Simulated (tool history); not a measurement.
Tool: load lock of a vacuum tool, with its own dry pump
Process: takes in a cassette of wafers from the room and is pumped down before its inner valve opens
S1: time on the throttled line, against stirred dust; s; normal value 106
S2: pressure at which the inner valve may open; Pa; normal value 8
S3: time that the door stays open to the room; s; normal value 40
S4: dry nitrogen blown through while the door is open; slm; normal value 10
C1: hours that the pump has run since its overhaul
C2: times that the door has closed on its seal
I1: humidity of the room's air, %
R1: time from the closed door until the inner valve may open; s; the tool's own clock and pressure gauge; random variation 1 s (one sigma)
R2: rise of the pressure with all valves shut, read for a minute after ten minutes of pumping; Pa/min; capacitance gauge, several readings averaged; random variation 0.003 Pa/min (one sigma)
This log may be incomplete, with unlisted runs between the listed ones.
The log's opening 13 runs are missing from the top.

run      day   S1  S2   S3  S4     C1     C2    I1     R1     R2
 14  254.154  117   8   40  10   5372  51225  42.7    192   0.43
 15  268.242  117   8   40  10   5710  52462  44.1  191.1   0.45
 16  286.862  117   8   40  10   6157  54098  42.4    192   0.47
 17  300.612  117   8   40  10   6487  55306  45.2  192.4  0.485
 18  317.225  117   8   40  10   6886  56766  42.7  194.7  0.509
 19  331.612  106   8   40  10   7231  58029  45.2  183.5  0.518
 20  345.888  106  10   38  11   7574  59283  43.1  181.4  0.542
 21  367.458  106  10   38  11   8092  61178  45.9  183.7  0.575
     380.733  -- door's seal changed, seat wiped
 22  387.442  106   8  224   8   8570    589  45.8    187  0.083
 23  401.075  165   8   61  28   8897   1787  43.1    236  0.025
 24  415.962  165   8   61  28   9254   3095  46.2  234.5  0.033
 25  440.029  165   8   61  28   9832   5209    47  237.9  0.039
 26  458.108  165   8   61  28  10266   6798  41.5  237.7   0.04
 27  481.392  165   8   61  28  10824   8843  47.4  238.5   0.05
 28    498.7   71   7   48  10  11240  10363  44.2  161.5  0.063
 29  525.142   55  11   48  14  11874  12686  44.7  144.8  0.074
 30  554.496   55  11   48  14  12579  15265  45.7  145.2  0.087
 31  584.621  134   8   40   6  13302  17912  45.9  216.6  0.106
 32  609.467  134   8   40   6  13898  20094  42.7  217.2  0.118
 33  621.612  169   8   86   8  14190  21161  47.3  246.9  0.148
 34  646.217  106  11   34  10  14780  23322  46.4  190.9  0.143
 35  665.171  106   7   34  11  15235  24988    41  197.1  0.148
 36  687.488  106   9   40   4  15771  26948  42.6  194.8   0.17
 37  706.875  106   8  115   6  16236  28651  41.4  198.8  0.211
 38  720.967  106   8   31  22  16574  29889  47.3  201.2  0.179

Predict each of these 3 candidate next runs independently; none follows another, all start after run 38:
  A  748.496   91   8   47  13  17235  32308  46.8   ?   ?
  B  748.496  106   8   30  10  17235  32308  45.6   ?   ?
  C  748.496  106  10  116  22  17235  32308  42.6   ?   ?

run     R1     R2
  A  185.3  0.217
  B  199.3   0.21
  C    196  0.228
With no hidden state in the tool, these same runs would have given:
run     R1     R2
  A  159.4  0.025
  B  173.9  0.015
  C  171.5  0.037

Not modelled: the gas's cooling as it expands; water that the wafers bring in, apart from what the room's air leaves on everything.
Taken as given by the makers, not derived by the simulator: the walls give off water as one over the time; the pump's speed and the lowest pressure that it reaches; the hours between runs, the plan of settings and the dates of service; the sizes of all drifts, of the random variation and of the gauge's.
